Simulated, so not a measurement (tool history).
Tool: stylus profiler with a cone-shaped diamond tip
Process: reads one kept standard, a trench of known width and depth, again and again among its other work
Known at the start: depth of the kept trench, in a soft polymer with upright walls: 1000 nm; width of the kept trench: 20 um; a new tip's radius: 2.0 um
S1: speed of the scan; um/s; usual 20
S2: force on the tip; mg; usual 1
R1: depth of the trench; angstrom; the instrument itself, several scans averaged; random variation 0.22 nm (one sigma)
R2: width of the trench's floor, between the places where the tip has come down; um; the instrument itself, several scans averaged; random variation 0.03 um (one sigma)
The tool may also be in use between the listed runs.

Run 1, hour 0: usual settings. Result: R1 10020.5 angstrom, R2 13.94 um.
Run 2, hour 11.1: usual settings. Result: R1 10022.6 angstrom, R2 13.91 um.
Run 3, hour 22: usual settings. Result: R1 10018.3 angstrom, R2 13.85 um.
Run 4, hour 30.5: usual settings. Result: R1 10023.7 angstrom, R2 13.89 um.
Run 5, hour 36.8: usual settings. Result: R1 10022 angstrom, R2 13.93 um.
Run 6, hour 44.9: usual settings but S2 1.65 mg. Result: R1 10043.1 angstrom, R2 13.9 um.
Run 7, hour 56.6: usual settings. Result: R1 10020 angstrom, R2 13.86 um.
Run 8, hour 63.4: usual settings but S1 6 um/s. Result: R1 10017.7 angstrom, R2 13.98 um.
Run 9, hour 74.9: usual settings but S1 8 um/s. Result: R1 10020.7 angstrom, R2 13.88 um.
Run 10, hour 82.9: usual settings. Result: R1 10021 angstrom, R2 13.79 um.
Run 11, hour 93.5: usual settings. Result: R1 10019 angstrom, R2 13.83 um.
Run 12, hour 109.1: usual settings. Result: R1 10018.2 angstrom, R2 13.77 um.
Run 13, hour 118.6: usual settings. Result: R1 10018.2 angstrom, R2 13.82 um.
Run 14, hour 128.5: usual settings. Result: R1 10017.7 angstrom, R2 13.79 um.
Run 15, hour 135.2: usual settings but S2 0.54 mg. Result: R1 9999.8 angstrom, R2 13.75 um.
Run 16, hour 143.9: usual settings but S2 1.8 mg. Result: R1 10046.7 angstrom, R2 13.79 um.
Run 17, hour 157.7: usual settings but S1 40 um/s. Result: R1 10020.4 angstrom, R2 13.6 um.
Run 18, hour 166: usual settings. Result: R1 10014.2 angstrom, R2 13.74 um.
Run 19, hour 174.5: usual settings. Result: R1 10015.9 angstrom, R2 13.75 um.
Run 20, hour 184: usual settings. Result: R1 10019.1 angstrom, R2 13.7 um.
Run 21, hour 190.7: usual settings. Result: R1 10018.4 angstrom, R2 13.71 um.
Run 22, hour 200.1: usual settings. Result: R1 10018.4 angstrom, R2 13.65 um.
Run 23, hour 214.3: usual settings. Result: R1 10017.6 angstrom, R2 13.71 um.
Run 24, hour 228.1: usual settings but S1 26 um/s. Result: R1 10016.2 angstrom, R2 13.62 um.
Run 25, hour 240.1: usual settings but S1 12 um/s, S2 1.99 mg. Result: R1 10049.4 angstrom, R2 13.66 um.
Run 26, hour 247.1: usual settings but S1 11 um/s, S2 0.42 mg. Result: R1 9993.3 angstrom, R2 13.6 um.
Run 27, hour 261.8: usual settings but S1 11 um/s, S2 0.42 mg. Result: R1 9994.6 angstrom, R2 13.64 um.
Run 28, hour 273.1: usual settings but S1 11 um/s, S2 0.42 mg. Result: R1 9993.5 angstrom, R2 13.6 um.
Run 29, hour 287.3: usual settings but S1 25 um/s, S2 0.62 mg. Result: R1 10001.5 angstrom, R2 13.53 um.
Run 30, hour 300.8: usual settings but S1 42 um/s, S2 1.71 mg. Result: R1 10036.6 angstrom, R2 13.48 um.
At hour 316.7: new tip fitted, height scale calibrated.
Run 31, hour 318: usual settings but S1 9 um/s, S2 0.6 mg. Result: R1 10036.3 angstrom, R2 16.44 um.
Run 32, hour 328.9: usual settings but S1 12 um/s, S2 0.74 mg. Result: R1 10044.6 angstrom, R2 16.39 um.
Run 33, hour 344.1: usual settings but S1 12 um/s, S2 0.74 mg. Result: R1 10043.1 angstrom, R2 16.43 um.
Run 34, hour 358.9: usual settings but S1 12 um/s, S2 0.74 mg. Result: R1 10044.6 angstrom, R2 16.34 um.
Run 35, hour 374.6: usual settings but S1 21 um/s, S2 0.98 mg. Result: R1 10050.4 angstrom, R2 16.3 um.
Run 36, hour 385.4: usual settings but S1 21 um/s, S2 0.98 mg. Result: R1 10046.9 angstrom, R2 16.27 um.
Run 37, hour 397.7: usual settings but S1 31 um/s, S2 0.45 mg. Result: R1 10025.5 angstrom, R2 16.1 um.
Run 38, hour 406.7: usual settings but S1 39 um/s, S2 0.47 mg. Result: R1 10026.1 angstrom, R2 15.99 um.
Run 39, hour 417.5: usual settings but S1 10 um/s, S2 1.53 mg. Result: R1 10071.7 angstrom, R2 16.28 um.
Run 40, hour 425.6: usual settings but S1 7 um/s, S2 1.53 mg. Result: R1 10068.1 angstrom, R2 16.3 um.
Run 41, hour 436: usual settings but S1 25 um/s, S2 0.96 mg. Result: R1 10050.1 angstrom, R2 16.12 um.
Run 42, hour 449.3: usual settings but S1 10 um/s, S2 1.26 mg. Result: R1 10058.1 angstrom, R2 16.24 um.
Run 43, hour 463.7: usual settings but S1 10 um/s, S2 1.26 mg. Result: R1 10058.1 angstrom, R2 16.19 um.
Run 44, hour 470.4: usual settings but S1 35 um/s, S2 0.95 mg. Result: R1 10044.9 angstrom, R2 16.03 um.
Run 45, hour 479.8: usual settings but S1 13 um/s, S2 2.47 mg. Result: R1 10094.8 angstrom, R2 16.12 um.
Run 46, hour 487.5: usual settings but S1 13 um/s, S2 2.47 mg. Result: R1 10092.6 angstrom, R2 16.09 um.

Forecast each of these 4 alternatives for the next run:
Run A, hour 500.2: usual settings but S1 39 um/s, S2 1.17 mg. Result: R1 ?, R2 ?.
Run B, hour 500.2: usual settings but S1 7 um/s, S2 2.47 mg. Result: R1 ?, R2 ?.
Run C, hour 500.2: usual settings but S2 2.23 mg. Result: R1 ?, R2 ?.
Run D, hour 500.2: usual settings but S1 47 um/s, S2 0.54 mg. Result: R1 ?, R2 ?.

run       R1     R2
  A  10054.5  15.92
  B  10089.4  16.17
  C  10088.2  16.12
  D  10031.4  15.77
Without the tool's hidden state the same runs would have given:
run       R1     R2
  A  10061.3  16.29
  B  10096.3  16.53
  C  10095.1  16.48
  D  10038.2  16.13
